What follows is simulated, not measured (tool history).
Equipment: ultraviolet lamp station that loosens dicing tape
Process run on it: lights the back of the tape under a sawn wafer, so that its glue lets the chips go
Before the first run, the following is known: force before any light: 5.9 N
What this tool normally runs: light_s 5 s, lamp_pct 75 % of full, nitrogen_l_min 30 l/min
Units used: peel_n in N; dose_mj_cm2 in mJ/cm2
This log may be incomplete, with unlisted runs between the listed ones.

run 1 hour=0.0 | light_s=5 lamp_pct=75 nitrogen_l_min=30 | peel_n=0.476 dose_mj_cm2=227
run 2 hour=13.0 | light_s=5 lamp_pct=75 nitrogen_l_min=42 | peel_n=0.443 dose_mj_cm2=223
run 3 hour=32.6 | light_s=5 lamp_pct=75 nitrogen_l_min=42 | peel_n=0.418 dose_mj_cm2=225
run 4 hour=53.5 | light_s=5 lamp_pct=63 nitrogen_l_min=42 | peel_n=0.582 dose_mj_cm2=189
run 5 hour=64.8 | light_s=5 lamp_pct=63 nitrogen_l_min=42 | peel_n=0.569 dose_mj_cm2=195
run 6 hour=76.0 | light_s=5 lamp_pct=63 nitrogen_l_min=42 | peel_n=0.586 dose_mj_cm2=191
run 7 hour=93.9 | light_s=5 lamp_pct=75 nitrogen_l_min=30 | peel_n=0.472 dose_mj_cm2=229
run 8 hour=106.8 | light_s=5 lamp_pct=75 nitrogen_l_min=30 | peel_n=0.476 dose_mj_cm2=226
run 9 hour=123.6 | light_s=5 lamp_pct=75 nitrogen_l_min=30 | peel_n=0.487 dose_mj_cm2=230
run 10 hour=138.9 | light_s=5 lamp_pct=75 nitrogen_l_min=42 | peel_n=0.400 dose_mj_cm2=226
run 11 hour=154.0 | light_s=5 lamp_pct=75 nitrogen_l_min=30 | peel_n=0.480 dose_mj_cm2=226
run 12 hour=166.5 | light_s=5 lamp_pct=75 nitrogen_l_min=30 | peel_n=0.465 dose_mj_cm2=225
run 13 hour=182.6 | light_s=5 lamp_pct=75 nitrogen_l_min=30 | peel_n=0.466 dose_mj_cm2=226
run 14 hour=196.7 | light_s=5 lamp_pct=75 nitrogen_l_min=13 | peel_n=0.754 dose_mj_cm2=229
run 15 hour=214.0 | light_s=5 lamp_pct=75 nitrogen_l_min=11 | peel_n=0.833 dose_mj_cm2=225
run 16 hour=232.6 | light_s=5 lamp_pct=75 nitrogen_l_min=11 | peel_n=0.787 dose_mj_cm2=226
run 17 hour=246.9 | light_s=5 lamp_pct=75 nitrogen_l_min=11 | peel_n=0.804 dose_mj_cm2=226
run 18 hour=266.7 | light_s=5 lamp_pct=75 nitrogen_l_min=11 | peel_n=0.826 dose_mj_cm2=227
run 19 hour=286.1 | light_s=5 lamp_pct=71 nitrogen_l_min=11 | peel_n=0.901 dose_mj_cm2=216
run 20 hour=302.1 | light_s=5 lamp_pct=71 nitrogen_l_min=11 | peel_n=0.896 dose_mj_cm2=212
run 21 hour=322.1 | light_s=5 lamp_pct=71 nitrogen_l_min=11 | peel_n=0.859 dose_mj_cm2=215
run 22 hour=342.5 | light_s=5 lamp_pct=71 nitrogen_l_min=11 | peel_n=0.876 dose_mj_cm2=217
run 23 hour=358.5 | light_s=5 lamp_pct=71 nitrogen_l_min=11 | peel_n=0.912 dose_mj_cm2=218
run 24 hour=380.2 | light_s=4 lamp_pct=63 nitrogen_l_min=23 | peel_n=1.117 dose_mj_cm2=152
run 25 hour=400.2 | light_s=4 lamp_pct=72 nitrogen_l_min=25 | peel_n=0.874 dose_mj_cm2=172
run 26 hour=421.4 | light_s=4 lamp_pct=72 nitrogen_l_min=25 | peel_n=0.849 dose_mj_cm2=175
run 27 hour=432.0 | light_s=5 lamp_pct=66 nitrogen_l_min=12 | peel_n=0.923 dose_mj_cm2=195
run 28 hour=452.7 | light_s=3 lamp_pct=77 nitrogen_l_min=12 | peel_n=1.623 dose_mj_cm2=142
run 29 hour=472.3 | light_s=8 lamp_pct=64 nitrogen_l_min=42 | peel_n=0.242 dose_mj_cm2=315
run 30 hour=492.7 | light_s=4 lamp_pct=64 nitrogen_l_min=42 | peel_n=0.863 dose_mj_cm2=156
run 31 hour=503.1 | light_s=3 lamp_pct=89 nitrogen_l_min=15 | peel_n=1.211 dose_mj_cm2=163
run 32 hour=523.1 | light_s=5 lamp_pct=65 nitrogen_l_min=15 | peel_n=0.878 dose_mj_cm2=200
run 33 hour=539.2 | light_s=5 lamp_pct=65 nitrogen_l_min=13 | peel_n=0.944 dose_mj_cm2=195
run 34 hour=552.5 | light_s=5 lamp_pct=65 nitrogen_l_min=13 | peel_n=0.950 dose_mj_cm2=199
run 35 hour=574.5 | light_s=4 lamp_pct=65 nitrogen_l_min=50 | peel_n=0.753 dose_mj_cm2=157
run 36 hour=593.9 | light_s=5 lamp_pct=98 nitrogen_l_min=49 | peel_n=0.245 dose_mj_cm2=297
-- hour=602.2 window cleaned of glue's vapour
run 37 hour=608.5 | light_s=7 lamp_pct=79 nitrogen_l_min=12 | peel_n=0.370 dose_mj_cm2=333
run 38 hour=626.5 | light_s=7 lamp_pct=79 nitrogen_l_min=12 | peel_n=0.401 dose_mj_cm2=335
run 39 hour=649.5 | light_s=7 lamp_pct=79 nitrogen_l_min=12 | peel_n=0.379 dose_mj_cm2=335
run 40 hour=667.2 | light_s=7 lamp_pct=83 nitrogen_l_min=25 | peel_n=0.237 dose_mj_cm2=347
run 41 hour=685.7 | light_s=8 lamp_pct=74 nitrogen_l_min=45 | peel_n=0.207 dose_mj_cm2=359
run 42 hour=697.4 | light_s=8 lamp_pct=74 nitrogen_l_min=12 | peel_n=0.331 dose_mj_cm2=358
run 43 hour=707.4 | light_s=8 lamp_pct=74 nitrogen_l_min=12 | peel_n=0.330 dose_mj_cm2=361

Each row is a separate what-if for the run after 43, all from the same tool condition, not one after another. Results?
run A hour=726.5 | light_s=7 lamp_pct=96 nitrogen_l_min=10 | peel_n=? dose_mj_cm2=?
run B hour=726.5 | light_s=5 lamp_pct=68 nitrogen_l_min=18 | peel_n=? dose_mj_cm2=?
run C hour=726.5 | light_s=8 lamp_pct=80 nitrogen_l_min=50 | peel_n=? dose_mj_cm2=?
run D hour=726.5 | light_s=5 lamp_pct=72 nitrogen_l_min=51 | peel_n=? dose_mj_cm2=?
run E hour=726.5 | light_s=3 lamp_pct=94 nitrogen_l_min=56 | peel_n=? dose_mj_cm2=?

run=A peel_n=0.292 dose_mj_cm2=405
run=B peel_n=0.748 dose_mj_cm2=204
run=C peel_n=0.191 dose_mj_cm2=386
run=D peel_n=0.412 dose_mj_cm2=220
run=E peel_n=0.643 dose_mj_cm2=168
Had the tool no hidden state, the same runs would have come out as:
run=A peel_n=0.291 dose_mj_cm2=406
run=B peel_n=0.745 dose_mj_cm2=205
run=C peel_n=0.190 dose_mj_cm2=387
run=D peel_n=0.411 dose_mj_cm2=220
run=E peel_n=0.640 dose_mj_cm2=168
